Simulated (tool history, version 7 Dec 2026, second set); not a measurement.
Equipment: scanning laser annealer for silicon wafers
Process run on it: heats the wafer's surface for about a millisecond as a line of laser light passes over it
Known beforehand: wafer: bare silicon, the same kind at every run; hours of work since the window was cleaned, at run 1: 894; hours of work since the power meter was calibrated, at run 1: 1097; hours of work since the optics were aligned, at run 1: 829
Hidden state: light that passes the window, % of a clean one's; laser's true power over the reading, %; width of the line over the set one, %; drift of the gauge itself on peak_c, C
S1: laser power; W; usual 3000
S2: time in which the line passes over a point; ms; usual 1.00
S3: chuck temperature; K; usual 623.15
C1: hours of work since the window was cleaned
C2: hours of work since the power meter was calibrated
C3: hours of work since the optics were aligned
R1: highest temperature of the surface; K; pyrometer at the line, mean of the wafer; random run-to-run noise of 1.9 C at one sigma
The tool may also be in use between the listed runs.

run   hour    S1    S2      S3   C1    C2   C3       R1
  1    0.0  3000  1.00  623.15  894  1097  829  1427.15
       9.2  -- optics aligned, line set to its width
  2   45.8  3000  1.00  623.15  925  1128   28  1439.15
      63.0  -- window over the wafer cleaned
  3   91.2  3000  1.00  623.15   22  1162   61  1453.15
  4  123.4  3000  1.00  623.15   46  1186   86  1454.15
  5  164.0  3000  1.00  623.15   77  1217  117  1452.15
  6  191.4  3000  1.00  623.15   98  1238  138  1455.15
  7  232.6  3000  1.00  623.15  130  1270  170  1452.15
  8  256.3  3000  1.00  623.15  148  1288  188  1452.15
  9  300.4  2933  1.00  623.15  182  1322  222  1434.15
 10  319.9  2933  1.00  623.15  197  1337  236  1429.15
 11  356.8  2933  1.00  623.15  225  1365  265  1432.15
 12  397.0  2933  1.00  623.15  256  1396  296  1433.15
 13  444.5  2933  1.00  623.15  292  1432  332  1422.15
 14  465.7  2933  1.00  623.15  308  1449  348  1432.15
 15  502.1  3213  1.00  623.15  336  1476  376  1499.15
 16  550.2  3213  1.00  623.15  373  1513  413  1499.15
 17  586.4  3216  1.01  617.15  401  1541  441  1498.15
 18  616.6  3127  1.00  623.15  424  1564  464  1477.15
 19  657.1  3127  1.00  623.15  455  1595  495  1480.15
 20  703.9  3127  1.00  623.15  491  1631  531  1475.15
 21  732.8  3000  1.12  623.15  513  1653  553  1486.15
 22  770.0  2553  1.12  645.15  542  1682  581  1384.15
 23  808.2  2716  0.76  613.15  571  1711  611  1264.15
 24  852.8  3006  0.95  658.15  605  1745  645  1459.15
 25  901.0  2614  0.95  643.15  642  1782  682  1344.15
 26  927.0  3000  1.20  626.15  662  1802  702  1514.15
 27  947.8  2632  1.25  623.15  678  1818  717  1422.15

Here are 4 independent what-if runs from the current tool condition. What would each one return?
  A  981.1  2912  1.07  602.15  703  1843  743   ?
  B  981.1  2632  1.00  646.15  703  1843  743   ?
  C  981.1  2592  0.93  623.15  703  1843  743   ?
  D  981.1  2961  1.25  584.15  703  1843  743   ?

run       R1
  A  1417.15
  B  1366.15
  C  1307.15
  D  1475.15
Without the tool's unlogged condition, the same runs would have read:
run       R1
  A  1430.15
  B  1377.15
  C  1318.15
  D  1489.15
